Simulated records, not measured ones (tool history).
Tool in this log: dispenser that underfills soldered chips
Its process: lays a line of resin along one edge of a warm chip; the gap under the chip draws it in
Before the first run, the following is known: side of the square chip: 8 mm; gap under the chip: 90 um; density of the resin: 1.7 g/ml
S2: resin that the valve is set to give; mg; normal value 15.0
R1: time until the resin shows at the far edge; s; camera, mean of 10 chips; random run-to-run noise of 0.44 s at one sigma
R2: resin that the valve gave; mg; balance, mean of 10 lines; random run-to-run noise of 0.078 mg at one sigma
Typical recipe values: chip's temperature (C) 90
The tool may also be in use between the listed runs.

Run 1, day 0.000: usual settings. Result: R1 40.8 s, R2 14.90 mg.
At day 0.046: new syringe of resin.
Run 2, day 0.233: usual settings. Result: R1 38.3 s, R2 14.98 mg.
At day 0.408: new syringe of resin.
Run 3, day 0.483: usual settings but S2 18.7 mg. Result: R1 35.0 s, R2 18.61 mg.
Run 4, day 0.671: usual settings but S2 15.5 mg. Result: R1 40.5 s, R2 15.50 mg.
At day 0.771: new syringe of resin.
Run 5, day 0.792: usual settings but S2 15.5 mg. Result: R1 34.1 s, R2 15.41 mg.
Run 6, day 1.029: usual settings but S2 15.5 mg. Result: R1 40.9 s, R2 15.44 mg.
At day 1.138: new syringe of resin.
Run 7, day 1.196: usual settings but S2 15.5 mg. Result: R1 34.3 s, R2 15.32 mg.
Run 8, day 1.392: usual settings. Result: R1 40.0 s, R2 14.69 mg.
At day 1.496: new syringe of resin.
Run 9, day 1.521: usual settings. Result: R1 34.1 s, R2 14.92 mg.
Run 10, day 1.646: usual settings. Result: R1 37.7 s, R2 14.97 mg.
At day 1.862: new syringe of resin.
Run 11, day 1.883: usual settings. Result: R1 34.1 s, R2 14.86 mg.
Run 12, day 2.092: usual settings. Result: R1 39.1 s, R2 14.73 mg.
At day 2.212: new syringe of resin.
Run 13, day 2.212: usual settings but chip's temperature (C) 93. Result: R1 31.3 s, R2 14.66 mg.
Run 14, day 2.333: usual settings but chip's temperature (C) 93. Result: R1 32.8 s, R2 14.68 mg.
Run 15, day 2.471: usual settings but chip's temperature (C) 93. Result: R1 37.0 s, R2 14.81 mg.
At day 2.562: new syringe of resin.
Run 16, day 2.650: usual settings but chip's temperature (C) 93. Result: R1 32.4 s, R2 14.72 mg.
Run 17, day 2.879: usual settings but chip's temperature (C) 93. Result: R1 38.7 s, R2 14.67 mg.
At day 2.925: new syringe of resin.
Run 18, day 3.004: usual settings but chip's temperature (C) 93. Result: R1 32.2 s, R2 14.70 mg.
Run 19, day 3.196: usual settings but chip's temperature (C) 80, S2 16.7 mg. Result: R1 56.6 s, R2 16.43 mg.
At day 3.283: new syringe of resin.
Run 20, day 3.342: usual settings but chip's temperature (C) 80, S2 16.7 mg. Result: R1 49.0 s, R2 16.19 mg.
Run 21, day 3.479: usual settings but chip's temperature (C) 101, S2 14.5 mg. Result: R1 28.6 s, R2 14.16 mg.
At day 3.646: new syringe of resin.
Run 22, day 3.650: usual settings but chip's temperature (C) 101, S2 14.5 mg. Result: R1 24.1 s, R2 14.25 mg.
Run 23, day 3.796: usual settings but chip's temperature (C) 82, S2 16.8 mg. Result: R1 48.7 s, R2 16.37 mg.
Run 24, day 3.971: usual settings but chip's temperature (C) 82, S2 16.9 mg. Result: R1 54.3 s, R2 16.37 mg.
At day 4.004: new syringe of resin.
Run 25, day 4.171: usual settings but chip's temperature (C) 82, S2 16.9 mg. Result: R1 48.9 s, R2 16.33 mg.
Run 26, day 4.321: usual settings but chip's temperature (C) 97, S2 15.8 mg. Result: R1 33.8 s, R2 15.36 mg.
At day 4.367: new syringe of resin.
Run 27, day 4.562: usual settings but chip's temperature (C) 97, S2 13.7 mg. Result: R1 31.6 s, R2 13.17 mg.
At day 4.721: new syringe of resin.
Run 28, day 4.767: usual settings but chip's temperature (C) 77, S2 16.6 mg. Result: R1 52.2 s, R2 16.11 mg.
Run 29, day 4.908: usual settings but chip's temperature (C) 87, S2 16.6 mg. Result: R1 42.4 s, R2 16.12 mg.
Run 30, day 5.054: usual settings but chip's temperature (C) 83, S2 13.4 mg. Result: R1 55.0 s, R2 12.81 mg.
At day 5.079: new syringe of resin.
Run 31, day 5.288: usual settings but chip's temperature (C) 83, S2 13.4 mg. Result: R1 50.0 s, R2 12.99 mg.
At day 5.438: new syringe of resin.
Run 32, day 5.438: usual settings but chip's temperature (C) 95, S2 13.1 mg. Result: R1 30.6 s, R2 12.56 mg.
Run 33, day 5.667: usual settings but chip's temperature (C) 98, S2 16.9 mg. Result: R1 30.8 s, R2 16.07 mg.
At day 5.808: new syringe of resin.
Run 34, day 5.817: usual settings but chip's temperature (C) 98, S2 16.9 mg. Result: R1 26.6 s, R2 16.18 mg.
Run 35, day 5.971: usual settings but chip's temperature (C) 104, S2 15.6 mg. Result: R1 24.5 s, R2 14.93 mg.

Below are 5 alternative next runs, each starting from the tool's condition after run 35. Predict each:
At day 6.167: new syringe of resin.
Run A, day 6.179: usual settings but chip's temperature (C) 94, S2 19.5 mg. Result: R1 ?, R2 ?.
At day 6.167: new syringe of resin.
Run B, day 6.179: usual settings but chip's temperature (C) 77, S2 14.1 mg. Result: R1 ?, R2 ?.
At day 6.167: new syringe of resin.
Run C, day 6.179: usual settings but chip's temperature (C) 91, S2 16.7 mg. Result: R1 ?, R2 ?.
At day 6.167: new syringe of resin.
Run D, day 6.179: usual settings but chip's temperature (C) 103, S2 17.5 mg. Result: R1 ?, R2 ?.
At day 6.167: new syringe of resin.
Run E, day 6.179: usual settings but chip's temperature (C) 91, S2 13.9 mg. Result: R1 ?, R2 ?.

run    R1     R2
  A  29.1  18.87
  B  53.7  13.49
  C  32.3  15.97
  D  22.0  16.66
  E  34.5  13.33
Had the tool no hidden state, the same runs would have come out as:
run    R1     R2
  A  27.6  19.69
  B  50.2  14.08
  C  30.4  16.67
  D  20.8  17.39
  E  32.4  13.91
